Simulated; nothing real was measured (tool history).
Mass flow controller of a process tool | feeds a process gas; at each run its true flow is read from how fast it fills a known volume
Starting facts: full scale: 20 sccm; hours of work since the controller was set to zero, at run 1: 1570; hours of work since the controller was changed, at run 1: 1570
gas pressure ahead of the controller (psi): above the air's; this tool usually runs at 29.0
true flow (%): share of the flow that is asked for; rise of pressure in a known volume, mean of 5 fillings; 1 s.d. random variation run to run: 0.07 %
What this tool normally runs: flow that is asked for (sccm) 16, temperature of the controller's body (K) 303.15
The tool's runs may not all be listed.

run    hour  flow that is asked for (sccm)  gas pressure ahead of the controller (psi)  temperature of the controller's body (K)  hours of work since the controller was set to zero  hours of work since the controller was changed  true flow (%)
  1     0.0                             16                                        29.0                                    303.15                                                1570                                            1570          99.01
  2    91.2                             16                                        40.3                                    303.15                                                1603                                            1603          98.95
  3   155.1                             16                                        40.3                                    303.15                                                1625                                            1625          99.14
  4   277.7                             16                                        40.3                                    303.15                                                1668                                            1668          99.09
  5   379.9                             16                                        29.0                                    303.15                                                1705                                            1705          99.44
  6   456.2                             16                                        29.0                                    303.15                                                1732                                            1732          99.60
  7   515.1                             16                                        29.0                                    303.15                                                1752                                            1752          99.60
  8   595.8                             16                                        29.0                                    303.15                                                1781                                            1781          99.70
  9   737.1                              3                                        29.0                                    303.15                                                1831                                            1831          98.92
 10   826.1                              8                                        29.0                                    303.15                                                1862                                            1862          99.38
 11   921.3                              8                                        29.0                                    303.15                                                1896                                            1896          99.45
 12   980.2                              8                                        29.0                                    303.15                                                1917                                            1917          99.57
 13  1116.5                              8                                        29.0                                    303.15                                                1965                                            1965          99.51
 14  1194.9                              8                                        29.0                                    303.15                                                1993                                            1993          99.64
 15  1312.3                              8                                        29.0                                    303.15                                                2034                                            2034          99.72
 16  1438.0                              8                                        29.0                                    303.15                                                2079                                            2079          99.90
 17  1574.5                             16                                        25.4                                    303.15                                                2127                                            2127         100.67
 18  1661.1                             16                                        25.4                                    303.15                                                2158                                            2158         100.73
 19  1768.9                             16                                        25.4                                    303.15                                                2196                                            2196         100.80
     1898.4  -- gauge calibrated
 20  1907.6                              9                                        29.0                                    303.15                                                2245                                            2245          98.69
 21  1985.1                             16                                        29.0                                    295.15                                                2272                                            2272         100.17
 22  2103.9                             16                                        29.0                                    303.15                                                2314                                            2314          99.46
 23  2212.7                             16                                        29.0                                    303.15                                                2353                                            2353          99.44
 24  2318.2                             16                                        21.9                                    303.15                                                2390                                            2390          99.75
 25  2454.7                             16                                        35.2                                    303.15                                                2438                                            2438          99.58
 26  2578.4                              4                                        28.3                                    295.15                                                2482                                            2482          99.88
 27  2665.1                             16                                        32.9                                    303.15                                                2513                                            2513          99.64
 28  2798.1                              5                                        33.1                                    294.15                                                2560                                            2560         100.10
 29  2910.0                             16                                        29.0                                    302.15                                                2599                                            2599         100.24
 30  3027.2                             17                                        29.0                                    302.15                                                2641                                            2641         100.28
 31  3104.2                             17                                        29.0                                    302.15                                                2668                                            2668         100.44
 32  3206.2                             19                                        20.9                                    310.15                                                2704                                            2704          99.80
 33  3306.8                              8                                        28.0                                    302.15                                                2740                                            2740          99.96
 34  3438.4                              3                                        37.1                                    294.15                                                2786                                            2786         100.53
 35  3561.8                              3                                        37.1                                    294.15                                                2830                                            2830         100.62
     3643.2  -- gauge calibrated
 36  3670.9                             16                                        33.1                                    303.15                                                2869                                            2869          99.08
 37  3756.7                             16                                        33.1                                    303.15                                                2899                                            2899          99.20
 38  3833.6                             10                                        33.1                                    302.15                                                2926                                            2926          98.87
 39  3964.8                              6                                        24.7                                    301.15                                                2973                                            2973          99.17
 40  4025.0                              4                                        29.0                                    303.15                                                2994                                            2994          98.70
 41  4139.3                              4                                        32.9                                    303.15                                                3034                                            3034          98.81
 42  4238.4                              4                                        32.9                                    303.15                                                3069                                            3069          98.81
 43  4318.4                              4                                        29.2                                    303.15                                                3098                                            3098          98.88
 44  4435.4                              5                                        20.9                                    304.15                                                3139                                            3139          99.23
 45  4568.0                              8                                        20.9                                    308.15                                                3186                                            3186          99.10
 46  4656.2                              8                                        20.9                                    308.15                                                3217                                            3217          99.11
 47  4771.2                              5                                        23.2                                    299.15                                                3258                                            3258         100.05
 48  4833.7                              5                                        23.2                                    307.15                                                3280                                            3280          99.12

Here are 4 independent what-if runs from the current tool condition. What would each one return?
  A  4957.9                              2                                        27.0                                    307.15                                                3324                                            3324              ?
  B  4957.9                             16                                        25.4                                    304.15                                                3324                                            3324              ?
  C  4957.9                              7                                        28.4                                    307.15                                                3324                                            3324              ?
  D  4957.9                             15                                        39.2                                    307.15                                                3324                                            3324              ?

run  true flow (%)
  A          98.98
  B         100.25
  C          99.39
  D          99.40
Had the tool no hidden state, the same runs would have come out as:
run  true flow (%)
  A          97.89
  B          99.13
  C          98.28
  D          98.29
